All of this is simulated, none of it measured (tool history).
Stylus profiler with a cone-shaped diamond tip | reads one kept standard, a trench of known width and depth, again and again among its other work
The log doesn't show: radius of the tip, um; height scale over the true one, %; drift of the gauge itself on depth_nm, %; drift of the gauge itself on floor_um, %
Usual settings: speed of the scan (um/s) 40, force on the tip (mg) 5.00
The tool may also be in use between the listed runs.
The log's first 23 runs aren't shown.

| run | hour | speed of the scan (um/s) | force on the tip (mg) | scans with this tip | hours of work since the height scale was calibrated | depth of the trench (Å) | width of the trench's floor (um) |
|---|---|---|---|---|---|---|---|
| 24 | 282.8 | 40 | 3.41 | 2057 | 276 | 2033.6 | 28.14 |
| 25 | 298.3 | 40 | 3.19 | 2121 | 284 | 2031.6 | 28.16 |
| 26 | 308.5 | 33 | 1.68 | 2163 | 290 | 2020.8 | 28.10 |
| 27 | 319.5 | 51 | 1.73 | 2208 | 296 | 2020.8 | 28.04 |
| 28 | 333.6 | 36 | 1.73 | 2266 | 304 | 2021.6 | 28.11 |
| 29 | 350.1 | 12 | 10.98 | 2334 | 313 | 2072.3 | 28.18 |
| 30 | 358.7 | 12 | 10.98 | 2369 | 318 | 2071.6 | 28.29 |
| 31 | 375.1 | 59 | 14.58 | 2436 | 327 | 2086.8 | 28.19 |
| 32 | 382.1 | 23 | 2.02 | 2465 | 330 | 2023.1 | 28.16 |
| 33 | 394.8 | 149 | 2.19 | 2517 | 337 | 2024.6 | 27.75 |
| 34 | 401.8 | 97 | 5.00 | 2546 | 341 | 2042.2 | 28.04 |
| 35 | 416.3 | 55 | 4.06 | 2605 | 349 | 2037.2 | 28.07 |
| 36 | 429.4 | 55 | 4.06 | 2659 | 356 | 2036.3 | 28.10 |

Forecast run 37:
| 37 | 444.8 | 67 | 3.68 | 2722 | 365 | ? | ? |

Run 37 gave depth of the trench (Å) 2034.3, width of the trench's floor (um) 28.06.
Without the tool's hidden state the same run would have given depth of the trench (Å) 2034.2, width of the trench's floor (um) 28.06.
